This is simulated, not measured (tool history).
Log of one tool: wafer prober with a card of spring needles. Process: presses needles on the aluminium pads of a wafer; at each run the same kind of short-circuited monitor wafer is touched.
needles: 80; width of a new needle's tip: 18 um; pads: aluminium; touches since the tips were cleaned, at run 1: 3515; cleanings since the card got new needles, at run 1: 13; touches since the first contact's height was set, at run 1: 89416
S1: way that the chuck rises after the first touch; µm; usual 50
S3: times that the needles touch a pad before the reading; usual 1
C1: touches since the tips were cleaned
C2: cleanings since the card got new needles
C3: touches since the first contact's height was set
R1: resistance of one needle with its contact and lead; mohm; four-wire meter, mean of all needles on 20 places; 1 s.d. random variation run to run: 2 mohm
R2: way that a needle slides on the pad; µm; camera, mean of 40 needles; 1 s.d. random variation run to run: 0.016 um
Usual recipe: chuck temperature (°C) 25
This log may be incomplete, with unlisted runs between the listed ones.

run 1 hour=0.0 | S1=50 chuck_temperature_(°C)=25 S3=1 | C1=3515 C2=13 C3=89416 | R1=215 R2=6.85
-- hour=7.7 tips cleaned on abrasive film
run 2 hour=8.6 | S1=50 chuck_temperature_(°C)=25 S3=1 | C1=360 C2=14 C3=92816 | R1=211 R2=6.84
run 3 hour=16.2 | S1=50 chuck_temperature_(°C)=25 S3=1 | C1=3354 C2=14 C3=95810 | R1=215 R2=6.85
-- hour=23.5 tips cleaned on abrasive film
run 4 hour=34.2 | S1=50 chuck_temperature_(°C)=25 S3=1 | C1=4260 C2=15 C3=102961 | R1=214 R2=6.87
-- hour=39.2 tips cleaned on abrasive film
run 5 hour=48.8 | S1=50 chuck_temperature_(°C)=25 S3=2 | C1=3792 C2=16 C3=108721 | R1=210 R2=6.86
-- hour=55.5 tips cleaned on abrasive film
run 6 hour=65.3 | S1=50 chuck_temperature_(°C)=25 S3=2 | C1=3896 C2=17 C3=115275 | R1=212 R2=6.87
-- hour=72.2 tips cleaned on abrasive film
run 7 hour=75.0 | S1=50 chuck_temperature_(°C)=25 S3=1 | C1=1138 C2=18 C3=119099 | R1=212 R2=6.89
-- hour=88.8 tips cleaned on abrasive film
run 8 hour=91.7 | S1=33 chuck_temperature_(°C)=25 S3=1 | C1=1163 C2=19 C3=125720 | R1=225 R2=4.52
run 9 hour=101.4 | S1=33 chuck_temperature_(°C)=25 S3=1 | C1=5024 C2=19 C3=129581 | R1=227 R2=4.54
-- hour=105.4 tips cleaned on abrasive film
run 10 hour=109.5 | S1=50 chuck_temperature_(°C)=25 S3=1 | C1=1627 C2=20 C3=132755 | R1=215 R2=6.92
-- hour=121.7 tips cleaned on abrasive film
run 11 hour=121.7 | S1=50 chuck_temperature_(°C)=25 S3=1 | C1=0 C2=21 C3=137572 | R1=215 R2=6.89
run 12 hour=130.3 | S1=50 chuck_temperature_(°C)=25 S3=1 | C1=3411 C2=21 C3=140983 | R1=216 R2=6.89
-- hour=137.9 tips cleaned on abrasive film
run 13 hour=142.5 | S1=50 chuck_temperature_(°C)=39 S3=1 | C1=1859 C2=22 C3=145829 | R1=218 R2=6.88
-- hour=154.1 tips cleaned on abrasive film
run 14 hour=159.6 | S1=50 chuck_temperature_(°C)=25 S3=3 | C1=2213 C2=23 C3=152604 | R1=213 R2=6.90
run 15 hour=167.6 | S1=50 chuck_temperature_(°C)=25 S3=3 | C1=5391 C2=23 C3=155782 | R1=212 R2=6.91
-- hour=170.6 tips cleaned on abrasive film
run 16 hour=184.9 | S1=50 chuck_temperature_(°C)=120 S3=3 | C1=5694 C2=24 C3=162612 | R1=237 R2=6.92
-- hour=187.8 tips cleaned on abrasive film
run 17 hour=200.2 | S1=53 chuck_temperature_(°C)=43 S3=2 | C1=4920 C2=25 C3=168675 | R1=218 R2=7.32
-- hour=204.2 tips cleaned on abrasive film
run 18 hour=218.2 | S1=53 chuck_temperature_(°C)=43 S3=2 | C1=5575 C2=26 C3=175813 | R1=218 R2=7.34
-- hour=221.0 tips cleaned on abrasive film
run 19 hour=229.6 | S1=33 chuck_temperature_(°C)=43 S3=2 | C1=3398 C2=27 C3=180296 | R1=230 R2=4.57
-- hour=232.3 height of the first contact set anew
-- hour=237.1 tips cleaned on abrasive film
run 20 hour=237.7 | S1=33 chuck_temperature_(°C)=43 S3=2 | C1=209 C2=28 C3=2101 | R1=228 R2=4.58
run 21 hour=250.9 | S1=33 chuck_temperature_(°C)=56 S3=2 | C1=5492 C2=28 C3=7384 | R1=235 R2=4.58
-- hour=254.0 tips cleaned on abrasive film
run 22 hour=265.2 | S1=33 chuck_temperature_(°C)=56 S3=2 | C1=4451 C2=29 C3=13008 | R1=236 R2=4.56
-- hour=270.0 tips cleaned on abrasive film
run 23 hour=281.6 | S1=37 chuck_temperature_(°C)=91 S3=2 | C1=4653 C2=30 C3=19535 | R1=240 R2=5.14
-- hour=285.9 tips cleaned on abrasive film
run 24 hour=299.9 | S1=50 chuck_temperature_(°C)=45 S3=3 | C1=5584 C2=31 C3=26759 | R1=221 R2=6.94
-- hour=301.7 tips cleaned on abrasive film
run 25 hour=315.3 | S1=50 chuck_temperature_(°C)=25 S3=2 | C1=5441 C2=32 C3=32872 | R1=211 R2=6.94
-- hour=317.5 tips cleaned on abrasive film
run 26 hour=326.4 | S1=43 chuck_temperature_(°C)=55 S3=2 | C1=3558 C2=33 C3=37263 | R1=225 R2=5.98
-- hour=334.4 tips cleaned on abrasive film
run 27 hour=335.6 | S1=50 chuck_temperature_(°C)=67 S3=1 | C1=459 C2=34 C3=40851 | R1=222 R2=6.95
-- hour=350.9 tips cleaned on abrasive film
run 28 hour=350.9 | S1=31 chuck_temperature_(°C)=25 S3=2 | C1=0 C2=35 C3=46933 | R1=226 R2=4.33
run 29 hour=358.9 | S1=31 chuck_temperature_(°C)=25 S3=2 | C1=3164 C2=35 C3=50097 | R1=230 R2=4.31
-- hour=367.6 tips cleaned on abrasive film
run 30 hour=369.7 | S1=50 chuck_temperature_(°C)=75 S3=1 | C1=856 C2=36 C3=54379 | R1=224 R2=6.98
-- hour=384.0 tips cleaned on abrasive film
run 31 hour=386.2 | S1=50 chuck_temperature_(°C)=29 S3=1 | C1=882 C2=37 C3=60916 | R1=216 R2=6.96

Forecast each of these 4 alternatives for the next run:
-- hour=399.9 tips cleaned on abrasive film
run A hour=402.9 | S1=50 chuck_temperature_(°C)=51 S3=1 | C1=1224 C2=38 C3=67527 | R1=? R2=?
-- hour=399.9 tips cleaned on abrasive film
run B hour=402.9 | S1=50 chuck_temperature_(°C)=29 S3=1 | C1=1224 C2=38 C3=67527 | R1=? R2=?
-- hour=399.9 tips cleaned on abrasive film
run C hour=402.9 | S1=62 chuck_temperature_(°C)=74 S3=3 | C1=1224 C2=38 C3=67527 | R1=? R2=?
-- hour=399.9 tips cleaned on abrasive film
run D hour=402.9 | S1=50 chuck_temperature_(°C)=88 S3=2 | C1=1224 C2=38 C3=67527 | R1=? R2=?

run=A R1=220 R2=6.97
run=B R1=217 R2=6.97
run=C R1=220 R2=8.65
run=D R1=229 R2=6.99
Without the tool's hidden state the same runs would have given:
run=A R1=219 R2=6.83
run=B R1=217 R2=6.83
run=C R1=220 R2=8.48
run=D R1=229 R2=6.85
